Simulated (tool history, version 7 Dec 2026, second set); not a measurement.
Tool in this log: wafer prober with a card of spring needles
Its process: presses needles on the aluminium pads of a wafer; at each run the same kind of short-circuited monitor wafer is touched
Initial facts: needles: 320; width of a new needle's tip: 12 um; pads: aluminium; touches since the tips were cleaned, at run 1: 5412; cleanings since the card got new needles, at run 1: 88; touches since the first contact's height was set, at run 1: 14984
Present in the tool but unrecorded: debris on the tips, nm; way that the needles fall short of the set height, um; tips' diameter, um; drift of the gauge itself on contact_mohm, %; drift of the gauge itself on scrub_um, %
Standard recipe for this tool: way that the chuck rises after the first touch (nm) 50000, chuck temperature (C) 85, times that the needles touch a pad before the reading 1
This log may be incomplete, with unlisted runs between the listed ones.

run     day  way that the chuck rises after the first touch (nm)  chuck temperature (C)  times that the needles touch a pad before the reading  touches since the tips were cleaned  cleanings since the card got new needles  touches since the first contact's height was set  resistance of one needle with its contact and lead (mohm)  way that a needle slides on the pad (nm)
  1   0.000                                                50000                     85                                                      1                                 5412                                        88                                             14984                                                        306                                      9140
      0.158  -- tips cleaned on abrasive film
      0.929  -- tips cleaned on abrasive film
      1.696  -- tips cleaned on abrasive film
  2   2.183                                                50000                     85                                                      2                                 4323                                        91                                             34349                                                        297                                      9090
      2.333  -- tips cleaned on abrasive film
      3.071  -- tips cleaned on abrasive film
      3.688  -- tips cleaned on abrasive film
      4.425  -- tips cleaned on abrasive film
  3   4.692                                                50000                     85                                                      2                                 2405                                        95                                             56610                                                        290                                      9050
      4.850  -- tips cleaned on abrasive film, once more
      5.592  -- tips cleaned on abrasive film
      6.208  -- tips cleaned on abrasive film
  4   6.762                                                50000                     85                                                      1                                 4934                                        98                                             74956                                                        312                                      9010
      6.883  -- tips cleaned on abrasive film
      7.592  -- tips cleaned on abrasive film
      8.300  -- tips cleaned on abrasive film
      8.312  -- height of the first contact set anew
  5   8.758                                                50000                     85                                                      1                                 3966                                       101                                              3966                                                        306                                      9140
      9.058  -- tips cleaned on abrasive film
      9.675  -- tips cleaned on abrasive film
     10.425  -- tips cleaned on abrasive film
  6  10.492                                                50000                     85                                                      2                                  577                                       104                                             19325                                                        287                                      9150
     11.083  -- tips cleaned on abrasive film
     11.846  -- tips cleaned on abrasive film
  7  11.921                                                50000                     85                                                      1                                  662                                       106                                             32034                                                        287                                      9100
     12.529  -- tips cleaned on abrasive film
     13.267  -- tips cleaned on abrasive film
     13.988  -- tips cleaned on abrasive film
  8  14.162                                                64000                     85                                                      1                                 1579                                       109                                             51937                                                        287                                     11640
     14.629  -- tips cleaned on abrasive film
     15.358  -- tips cleaned on abrasive film
     15.975  -- tips cleaned on abrasive film
     16.658  -- tips cleaned on abrasive film
  9  16.658                                                64000                     85                                                      1                                    0                                       113                                             74050                                                        281                                     11600
     17.392  -- tips cleaned on abrasive film
     18.142  -- tips cleaned on abrasive film
     18.308  -- height of the first contact set anew
     18.771  -- tips cleaned on abrasive film
 10  19.362                                                64000                     85                                                      1                                 5274                                       116                                              9377                                                        302                                     11740
     19.521  -- tips cleaned on abrasive film
     20.212  -- tips cleaned on abrasive film
     20.954  -- tips cleaned on abrasive film
 11  21.438                                                64000                     85                                                      1                                 4326                                       119                                             27782                                                        297                                     11690
     21.596  -- tips cleaned on abrasive film
     22.358  -- tips cleaned on abrasive film
     23.117  -- tips cleaned on abrasive film
     23.733  -- tips cleaned on abrasive film
 12  24.004                                                64000                     85                                                      1                                 2422                                       123                                             50541                                                        289                                     11620
     24.467  -- tips cleaned on abrasive film
     25.088  -- tips cleaned on abrasive film
 13  25.554                                                64000                     96                                                      1                                 4169                                       125                                             64282                                                        298                                     11590
     25.712  -- tips cleaned on abrasive film
     26.438  -- tips cleaned on abrasive film
 14  26.838                                                64000                     96                                                      1                                 3552                                       127                                             75668                                                        297                                     11570
     27.100  -- tips cleaned on abrasive film
     27.850  -- tips cleaned on abrasive film
     28.321  -- height of the first contact set anew
     28.479  -- tips cleaned on abrasive film
 15  28.975                                                52000                    113                                                      1                                 4449                                       130                                              5817                                                        315                                      9520
     29.133  -- tips cleaned on abrasive film
     29.883  -- tips cleaned on abrasive film
     30.504  -- tips cleaned on abrasive film
     31.204  -- tips cleaned on abrasive film
 16  31.721                                                35000                    113                                                      1                                 4634                                       134                                             30178                                                        354                                      6370
     31.879  -- tips cleaned on abrasive film
     32.575  -- tips cleaned on abrasive film
 17  32.967                                                32000                     34                                                      1                                 3496                                       136                                             41194                                                        340                                      5770
     33.254  -- tips cleaned on abrasive film
     33.871  -- tips cleaned on abrasive film
 18  34.200                                                32000                     34                                                      1                                 2934                                       138                                             52146                                                        325                                      5760
     34.625  -- tips cleaned on abrasive film
     35.371  -- tips cleaned on abrasive film
     36.138  -- tips cleaned on abrasive film
     36.754  -- tips cleaned on abrasive film
 19  36.967                                                57000                     85                                                      1                                 1909                                       142                                             76706                                                        298                                     10280
     37.433  -- tips cleaned on abrasive film
     38.050  -- tips cleaned on abrasive film
     38.367  -- height of the first contact set anew
     38.833  -- tips cleaned on abrasive film
 20  38.908                                                50000                     27                                                      1                                  674                                       145                                              4776                                                        275                                      9160
     39.496  -- tips cleaned on abrasive film
     40.212  -- tips cleaned on abrasive film
     40.925  -- tips cleaned on abrasive film
 21  40.925                                                50000                     61                                                      1                                    0                                       148                                             22656                                                        280                                      9110
     41.658  -- tips cleaned on abrasive film
     42.429  -- tips cleaned on abrasive film
 22  42.858                                                46000                     87                                                      1                                 3821                                       150                                             39845                                                        317                                      8360
     43.146  -- tips cleaned on abrasive film
     43.858  -- tips cleaned on abrasive film
 23  44.354                                                50000                     34                                                      1                                 4439                                       152                                             53140                                                        301                                      9050
     44.508  -- tips cleaned on abrasive film
     45.208  -- tips cleaned on abrasive film
     45.933  -- tips cleaned on abrasive film
     46.550  -- tips cleaned on abrasive film
 24  46.983                                                32000                     80                                                      1                                 3889                                       156                                             76462                                                        360                                      5710
     47.258  -- tips cleaned on abrasive film
     47.875  -- tips cleaned on abrasive film
     48.375  -- height of the first contact set anew
 25  48.375                                                32000                     80                                                      1                                 4336                                       158                                                 0                                                        355                                      5850
     48.533  -- tips cleaned on abrasive film
     49.200  -- tips cleaned on abrasive film
     49.817  -- tips cleaned on abrasive film
     50.588  -- tips cleaned on abrasive film
 26  50.988                                                32000                    118                                                      1                                 3573                                       162                                             23164                                                        364                                      5820
     51.279  -- tips cleaned on abrasive film
     52.000  -- tips cleaned on abrasive film
 27  52.592                                                56000                     85                                                      1                                 5284                                       164                                             37422                                                        312                                     10190
     52.750  -- tips cleaned on abrasive film
     53.367  -- tips cleaned on abrasive film
 28  53.896                                                56000                     32                                                      1                                 4713                                       166                                             48973                                                        292                                     10180

Across each entry between runs, compare the hidden state at the last listed run before it with the hidden state at the first listed run after it:
From run 1 to run 2: tips cleaned on abrasive film (day 0.158); tips cleaned on abrasive film (day 0.929); tips cleaned on abrasive film (day 1.696)
  debris on the tips, nm: 61.4 -> 51.7; way that the needles fall short of the set height, um: 0.12 -> 0.33; tips' diameter, um: 14.12 -> 14.79
  what was measured, less what the result would be without the hidden state, resistance of one needle with its contact and lead (mohm): +27 -> +17; way that a needle slides on the pad (nm): -20 -> -60
From run 2 to run 3: tips cleaned on abrasive film (day 2.333); tips cleaned on abrasive film (day 3.071); tips cleaned on abrasive film (day 3.688); tips cleaned on abrasive film (day 4.425)
  debris on the tips, nm: 51.7 -> 32.9; way that the needles fall short of the set height, um: 0.33 -> 0.63; tips' diameter, um: 14.79 -> 14.89
  what was measured, less what the result would be without the hidden state, resistance of one needle with its contact and lead (mohm): +17 -> +12; way that a needle slides on the pad (nm): -60 -> -120
From run 3 to run 4: tips cleaned on abrasive film, once more (day 4.850); tips cleaned on abrasive film (day 5.592); tips cleaned on abrasive film (day 6.208)
  debris on the tips, nm: 32.9 -> 58.4; way that the needles fall short of the set height, um: 0.63 -> 0.85; tips' diameter, um: 14.89 -> 14.97
  what was measured, less what the result would be without the hidden state, resistance of one needle with its contact and lead (mohm): +12 -> +31; way that a needle slides on the pad (nm): -120 -> -150
From run 4 to run 5: tips cleaned on abrasive film (day 6.883); tips cleaned on abrasive film (day 7.592); tips cleaned on abrasive film (day 8.300); height of the first contact set anew (day 8.312)
  debris on the tips, nm: 58.4 -> 54; way that the needles fall short of the set height, um: 0.85 -> 0; tips' diameter, um: 14.97 -> 15.03
  what was measured, less what the result would be without the hidden state, resistance of one needle with its contact and lead (mohm): +31 -> +28; way that a needle slides on the pad (nm): -150 -> +0
From run 5 to run 6: tips cleaned on abrasive film (day 9.058); tips cleaned on abrasive film (day 9.675); tips cleaned on abrasive film (day 10.425)
  debris on the tips, nm: 54 -> 13.2; way that the needles fall short of the set height, um: 0 -> 0.16; tips' diameter, um: 15.03 -> 15.08
  what was measured, less what the result would be without the hidden state, resistance of one needle with its contact and lead (mohm): +28 -> +7; way that a needle slides on the pad (nm): +0 -> -30
From run 6 to run 7: tips cleaned on abrasive film (day 11.083); tips cleaned on abrasive film (day 11.846)
  debris on the tips, nm: 13.2 -> 14.2; way that the needles fall short of the set height, um: 0.16 -> 0.29; tips' diameter, um: 15.08 -> 15.13
  what was measured, less what the result would be without the hidden state, resistance of one needle with its contact and lead (mohm): +7 -> +9; way that a needle slides on the pad (nm): -30 -> -60
From run 7 to run 8: tips cleaned on abrasive film (day 12.529); tips cleaned on abrasive film (day 13.267); tips cleaned on abrasive film (day 13.988)
  debris on the tips, nm: 14.2 -> 26.3; way that the needles fall short of the set height, um: 0.29 -> 0.51; tips' diameter, um: 15.13 -> 15.21
  what was measured, less what the result would be without the hidden state, resistance of one needle with its contact and lead (mohm): +9 -> +11; way that a needle slides on the pad (nm): -60 -> -100
From run 8 to run 9: tips cleaned on abrasive film (day 14.629); tips cleaned on abrasive film (day 15.358); tips cleaned on abrasive film (day 15.975); tips cleaned on abrasive film (day 16.658)
  debris on the tips, nm: 26.3 -> 5; way that the needles fall short of the set height, um: 0.51 -> 0.82; tips' diameter, um: 15.21 -> 15.31
  what was measured, less what the result would be without the hidden state, resistance of one needle with its contact and lead (mohm): +11 -> +4; way that a needle slides on the pad (nm): -100 -> -150
From run 9 to run 10: tips cleaned on abrasive film (day 17.392); tips cleaned on abrasive film (day 18.142); height of the first contact set anew (day 18.308); tips cleaned on abrasive film (day 18.771)
  debris on the tips, nm: 5 -> 58; way that the needles fall short of the set height, um: 0.82 -> 0.06; tips' diameter, um: 15.31 -> 15.38
  what was measured, less what the result would be without the hidden state, resistance of one needle with its contact and lead (mohm): +4 -> +20; way that a needle slides on the pad (nm): -150 -> -10
From run 10 to run 11: tips cleaned on abrasive film (day 19.521); tips cleaned on abrasive film (day 20.212); tips cleaned on abrasive film (day 20.954)
  debris on the tips, nm: 58 -> 52.6; way that the needles fall short of the set height, um: 0.06 -> 0.29; tips' diameter, um: 15.38 -> 15.46
  what was measured, less what the result would be without the hidden state, resistance of one needle with its contact and lead (mohm): +20 -> +19; way that a needle slides on the pad (nm): -10 -> -60
From run 11 to run 12: tips cleaned on abrasive film (day 21.596); tips cleaned on abrasive film (day 22.358); tips cleaned on abrasive film (day 23.117); tips cleaned on abrasive film (day 23.733)
  debris on the tips, nm: 52.6 -> 34.7; way that the needles fall short of the set height, um: 0.29 -> 0.61; tips' diameter, um: 15.46 -> 15.58
  what was measured, less what the result would be without the hidden state, resistance of one needle with its contact and lead (mohm): +19 -> +14; way that a needle slides on the pad (nm): -60 -> -110
From run 12 to run 13: tips cleaned on abrasive film (day 24.467); tips cleaned on abrasive film (day 25.088)
  debris on the tips, nm: 34.7 -> 53; way that the needles fall short of the set height, um: 0.61 -> 0.73; tips' diameter, um: 15.58 -> 15.62
  what was measured, less what the result would be without the hidden state, resistance of one needle with its contact and lead (mohm): +14 -> +20; way that a needle slides on the pad (nm): -110 -> -140
From run 13 to run 14: tips cleaned on abrasive film (day 25.712); tips cleaned on abrasive film (day 26.438)
  debris on the tips, nm: 53 -> 51.5; way that the needles fall short of the set height, um: 0.73 -> 0.85; tips' diameter, um: 15.62 -> 15.66
  what was measured, less what the result would be without the hidden state, resistance of one needle with its contact and lead (mohm): +20 -> +19; way that a needle slides on the pad (nm): -140 -> -160
From run 14 to run 15: tips cleaned on abrasive film (day 27.100); tips cleaned on abrasive film (day 27.850); height of the first contact set anew (day 28.321); tips cleaned on abrasive film (day 28.479)
  debris on the tips, nm: 51.5 -> 55.2; way that the needles fall short of the set height, um: 0.85 -> 0.07; tips' diameter, um: 15.66 -> 15.73
  what was measured, less what the result would be without the hidden state, resistance of one needle with its contact and lead (mohm): +19 -> +28; way that a needle slides on the pad (nm): -160 -> -20
From run 15 to run 16: tips cleaned on abrasive film (day 29.133); tips cleaned on abrasive film (day 29.883); tips cleaned on abrasive film (day 30.504); tips cleaned on abrasive film (day 31.204)
  debris on the tips, nm: 55.2 -> 54.8; way that the needles fall short of the set height, um: 0.07 -> 0.37; tips' diameter, um: 15.73 -> 15.84
  what was measured, less what the result would be without the hidden state, resistance of one needle with its contact and lead (mohm): +28 -> +58; way that a needle slides on the pad (nm): -20 -> -70
From run 16 to run 17: tips cleaned on abrasive film (day 31.879); tips cleaned on abrasive film (day 32.575)
  debris on the tips, nm: 54.8 -> 48.8; way that the needles fall short of the set height, um: 0.37 -> 0.49; tips' diameter, um: 15.84 -> 15.88
  what was measured, less what the result would be without the hidden state, resistance of one needle with its contact and lead (mohm): +58 -> +68; way that a needle slides on the pad (nm): -70 -> -90
From run 17 to run 18: tips cleaned on abrasive film (day 33.254); tips cleaned on abrasive film (day 33.871)
  debris on the tips, nm: 48.8 -> 41.3; way that the needles fall short of the set height, um: 0.49 -> 0.62; tips' diameter, um: 15.88 -> 15.92
  what was measured, less what the result would be without the hidden state, resistance of one needle with its contact and lead (mohm): +68 -> +58; way that a needle slides on the pad (nm): -90 -> -110
From run 18 to run 19: tips cleaned on abrasive film (day 34.625); tips cleaned on abrasive film (day 35.371); tips cleaned on abrasive film (day 36.138); tips cleaned on abrasive film (day 36.754)
  debris on the tips, nm: 41.3 -> 35; way that the needles fall short of the set height, um: 0.62 -> 0.9; tips' diameter, um: 15.92 -> 16.02
  what was measured, less what the result would be without the hidden state, resistance of one needle with its contact and lead (mohm): +58 -> +18; way that a needle slides on the pad (nm): -110 -> -170
From run 19 to run 20: tips cleaned on abrasive film (day 37.433); tips cleaned on abrasive film (day 38.050); height of the first contact set anew (day 38.367); tips cleaned on abrasive film (day 38.833)
  debris on the tips, nm: 35 -> 17; way that the needles fall short of the set height, um: 0.9 -> 0.07; tips' diameter, um: 16.02 -> 16.1
  what was measured, less what the result would be without the hidden state, resistance of one needle with its contact and lead (mohm): +18 -> +13; way that a needle slides on the pad (nm): -170 -> -10
From run 20 to run 21: tips cleaned on abrasive film (day 39.496); tips cleaned on abrasive film (day 40.212); tips cleaned on abrasive film (day 40.925)
  debris on the tips, nm: 17 -> 5.6; way that the needles fall short of the set height, um: 0.07 -> 0.29; tips' diameter, um: 16.1 -> 16.18
  what was measured, less what the result would be without the hidden state, resistance of one needle with its contact and lead (mohm): +13 -> +6; way that a needle slides on the pad (nm): -10 -> -50
From run 21 to run 22: tips cleaned on abrasive film (day 41.658); tips cleaned on abrasive film (day 42.429)
  debris on the tips, nm: 5.6 -> 49.1; way that the needles fall short of the set height, um: 0.29 -> 0.45; tips' diameter, um: 16.18 -> 16.23
  what was measured, less what the result would be without the hidden state, resistance of one needle with its contact and lead (mohm): +6 -> +35; way that a needle slides on the pad (nm): -50 -> -80
From run 22 to run 23: tips cleaned on abrasive film (day 43.146); tips cleaned on abrasive film (day 43.858)
  debris on the tips, nm: 49.1 -> 54.4; way that the needles fall short of the set height, um: 0.45 -> 0.59; tips' diameter, um: 16.23 -> 16.28
  what was measured, less what the result would be without the hidden state, resistance of one needle with its contact and lead (mohm): +35 -> +35; way that a needle slides on the pad (nm): -80 -> -110
From run 23 to run 24: tips cleaned on abrasive film (day 44.508); tips cleaned on abrasive film (day 45.208); tips cleaned on abrasive film (day 45.933); tips cleaned on abrasive film (day 46.550)
  debris on the tips, nm: 54.4 -> 51.1; way that the needles fall short of the set height, um: 0.59 -> 0.88; tips' diameter, um: 16.28 -> 16.38
  what was measured, less what the result would be without the hidden state, resistance of one needle with its contact and lead (mohm): +35 -> +73; way that a needle slides on the pad (nm): -110 -> -160
From run 24 to run 25: tips cleaned on abrasive film (day 47.258); tips cleaned on abrasive film (day 47.875); height of the first contact set anew (day 48.375)
  debris on the tips, nm: 51.1 -> 55.9; way that the needles fall short of the set height, um: 0.88 -> 0; tips' diameter, um: 16.38 -> 16.45
  what was measured, less what the result would be without the hidden state, resistance of one needle with its contact and lead (mohm): +73 -> +75; way that a needle slides on the pad (nm): -160 -> +0
From run 25 to run 26: tips cleaned on abrasive film (day 48.533); tips cleaned on abrasive film (day 49.200); tips cleaned on abrasive film (day 49.817); tips cleaned on abrasive film (day 50.588)
  debris on the tips, nm: 55.9 -> 49.2; way that the needles fall short of the set height, um: 0 -> 0.27; tips' diameter, um: 16.45 -> 16.54
  what was measured, less what the result would be without the hidden state, resistance of one needle with its contact and lead (mohm): +75 -> +67; way that a needle slides on the pad (nm): +0 -> -50
From run 26 to run 27: tips cleaned on abrasive film (day 51.279); tips cleaned on abrasive film (day 52.000)
  debris on the tips, nm: 49.2 -> 60.7; way that the needles fall short of the set height, um: 0.27 -> 0.4; tips' diameter, um: 16.54 -> 16.59
  what was measured, less what the result would be without the hidden state, resistance of one needle with its contact and lead (mohm): +67 -> +31; way that a needle slides on the pad (nm): -50 -> -70
From run 27 to run 28: tips cleaned on abrasive film (day 52.750); tips cleaned on abrasive film (day 53.367)
  debris on the tips, nm: 60.7 -> 57.6; way that the needles fall short of the set height, um: 0.4 -> 0.56; tips' diameter, um: 16.59 -> 16.64
  what was measured, less what the result would be without the hidden state, resistance of one needle with its contact and lead (mohm): +31 -> +31; way that a needle slides on the pad (nm): -70 -> -110

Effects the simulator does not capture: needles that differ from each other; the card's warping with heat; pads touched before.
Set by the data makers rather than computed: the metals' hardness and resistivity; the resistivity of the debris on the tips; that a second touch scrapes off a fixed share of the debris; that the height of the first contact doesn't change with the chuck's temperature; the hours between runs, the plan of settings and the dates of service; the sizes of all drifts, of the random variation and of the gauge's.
